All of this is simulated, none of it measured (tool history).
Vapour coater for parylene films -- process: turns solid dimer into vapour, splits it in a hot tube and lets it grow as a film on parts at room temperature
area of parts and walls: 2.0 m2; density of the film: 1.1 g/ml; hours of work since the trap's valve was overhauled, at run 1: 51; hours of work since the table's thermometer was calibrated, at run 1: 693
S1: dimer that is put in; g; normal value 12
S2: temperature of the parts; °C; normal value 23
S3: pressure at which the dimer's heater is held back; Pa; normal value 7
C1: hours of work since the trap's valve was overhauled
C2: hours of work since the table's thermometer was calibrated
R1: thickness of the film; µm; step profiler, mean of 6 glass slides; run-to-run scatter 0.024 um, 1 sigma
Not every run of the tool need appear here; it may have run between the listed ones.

run 1 hour=0 | S1=12 S2=23 S3=7 | C1=51 C2=693 | R1=2.6
run 2 hour=33.1 | S1=12 S2=23 S3=7 | C1=67 C2=709 | R1=2.6
run 3 hour=63.8 | S1=12 S2=23 S3=5.18 | C1=82 C2=723 | R1=2.69
run 4 hour=81.6 | S1=12 S2=23 S3=5.18 | C1=90 C2=732 | R1=2.71
run 5 hour=103.9 | S1=11 S2=23 S3=7 | C1=101 C2=742 | R1=2.37
run 6 hour=138.7 | S1=12 S2=23 S3=7 | C1=118 C2=759 | R1=2.57
run 7 hour=164.2 | S1=12 S2=23 S3=7 | C1=130 C2=771 | R1=2.51
run 8 hour=183 | S1=12 S2=23 S3=7 | C1=139 C2=780 | R1=2.52
run 9 hour=212.6 | S1=12 S2=23 S3=7 | C1=153 C2=794 | R1=2.51
run 10 hour=242.5 | S1=12 S2=20 S3=7 | C1=167 C2=808 | R1=2.8
run 11 hour=270.9 | S1=12 S2=23 S3=7 | C1=180 C2=822 | R1=2.48
run 12 hour=296 | S1=12 S2=23 S3=7 | C1=192 C2=834 | R1=2.49
run 13 hour=327.3 | S1=12 S2=23 S3=7 | C1=207 C2=849 | R1=2.49
run 14 hour=351.6 | S1=16 S2=19 S3=8.24 | C1=219 C2=860 | R1=3.67
run 15 hour=371.4 | S1=14 S2=18 S3=7 | C1=228 C2=870 | R1=3.42
run 16 hour=396 | S1=9 S2=27 S3=5.73 | C1=240 C2=882 | R1=1.65
run 17 hour=418 | S1=13 S2=27 S3=5.97 | C1=251 C2=892 | R1=2.34
run 18 hour=438.2 | S1=16 S2=27 S3=4.12 | C1=260 C2=902 | R1=3.16
run 19 hour=473.9 | S1=7 S2=21 S3=9.78 | C1=277 C2=919 | R1=1.43
run 20 hour=507.2 | S1=20 S2=22 S3=9.78 | C1=293 C2=934 | R1=3.87
run 21 hour=541.6 | S1=13 S2=15 S3=6.02 | C1=309 C2=951 | R1=3.61
run 22 hour=556.6 | S1=16 S2=23 S3=7.49 | C1=317 C2=958 | R1=3.15
run 23 hour=587.5 | S1=13 S2=23 S3=9.49 | C1=331 C2=973 | R1=2.38
run 24 hour=613.9 | S1=13 S2=23 S3=9.49 | C1=344 C2=985 | R1=2.38
-- hour=631.3 trap's valve overhauled
run 25 hour=652.8 | S1=13 S2=23 S3=9.49 | C1=10 C2=1002 | R1=2.67

Forecast each of these 5 alternatives for the next run:
run A hour=671.4 | S1=5 S2=29 S3=5.1 | C1=19 C2=1011 | R1=?
run B hour=671.4 | S1=12 S2=23 S3=2.03 | C1=19 C2=1011 | R1=?
run C hour=671.4 | S1=11 S2=23 S3=10.88 | C1=19 C2=1011 | R1=?
run D hour=671.4 | S1=11 S2=23 S3=3.27 | C1=19 C2=1011 | R1=?
run E hour=671.4 | S1=15 S2=26 S3=2.69 | C1=19 C2=1011 | R1=?

run=A R1=0.98
run=B R1=3.52
run=C R1=2.2
run=D R1=2.85
run=E R1=3.59
Without the tool's hidden state the same runs would have given:
run=A R1=0.96
run=B R1=3.46
run=C R1=2.16
run=D R1=2.8
run=E R1=3.53

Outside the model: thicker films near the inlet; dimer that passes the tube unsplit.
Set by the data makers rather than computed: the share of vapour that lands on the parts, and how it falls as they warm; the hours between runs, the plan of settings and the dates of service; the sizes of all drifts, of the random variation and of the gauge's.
